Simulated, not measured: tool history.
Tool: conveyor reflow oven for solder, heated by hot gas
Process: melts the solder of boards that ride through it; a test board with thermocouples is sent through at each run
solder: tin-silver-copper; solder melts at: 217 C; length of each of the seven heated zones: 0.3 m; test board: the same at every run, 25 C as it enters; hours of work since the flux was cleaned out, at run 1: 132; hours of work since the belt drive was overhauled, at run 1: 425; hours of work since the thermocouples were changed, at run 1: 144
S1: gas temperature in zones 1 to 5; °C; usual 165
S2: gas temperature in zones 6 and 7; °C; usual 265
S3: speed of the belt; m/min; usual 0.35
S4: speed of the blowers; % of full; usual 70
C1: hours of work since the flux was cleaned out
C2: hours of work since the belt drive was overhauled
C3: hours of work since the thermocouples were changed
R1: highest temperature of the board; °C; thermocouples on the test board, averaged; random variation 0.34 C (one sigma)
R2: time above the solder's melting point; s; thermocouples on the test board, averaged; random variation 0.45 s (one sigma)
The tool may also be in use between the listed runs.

run	hour	S1	S2	S3	S4	C1	C2	C3	R1	R2
1	0	165	265	0.35	70	132	425	144	248.7	70
2	15.1	165	265	0.397	70	139	432	151	244	54.5
3	31.1	165	265	0.35	70	146	439	158	248.8	69.7
4	45.7	165	253	0.35	70	153	446	165	237.1	56.5
5	54.6	165	253	0.35	70	157	450	169	237.7	56.9
6	70.2	165	253	0.35	70	164	457	176	237.4	56.6
7	86.9	155	265	0.35	70	172	465	184	245.9	63.2
8	100.9	169	262	0.35	86	178	471	190	249	74.8
9	111.5	168	265	0.35	70	183	476	195	248.1	71
10	128.1	165	264	0.379	69	190	483	202	244.3	58.8
11	141.2	165	264	0.379	69	197	490	209	244.2	58.1
12	151.5	165	264	0.379	69	201	494	213	243.8	58.1
13	161	176	267	0.391	59	206	499	218	244.6	60.5
14	174.6	173	271	0.418	68	212	505	224	247.1	57.6

Forecast each of these 3 alternatives for the next run:
A	190.2	157	259	0.418	68	219	512	231	?	?
B	190.2	179	265	0.375	84	219	512	231	?	?
C	190.2	165	274	0.35	70	219	512	231	?	?

run	R1	R2
A	234.5	35.3
B	251.3	74.4
C	255.7	76.9
Without the tool's hidden state the same runs would have given:
run	R1	R2
A	237	39.3
B	253.5	76.3
C	258	78.7

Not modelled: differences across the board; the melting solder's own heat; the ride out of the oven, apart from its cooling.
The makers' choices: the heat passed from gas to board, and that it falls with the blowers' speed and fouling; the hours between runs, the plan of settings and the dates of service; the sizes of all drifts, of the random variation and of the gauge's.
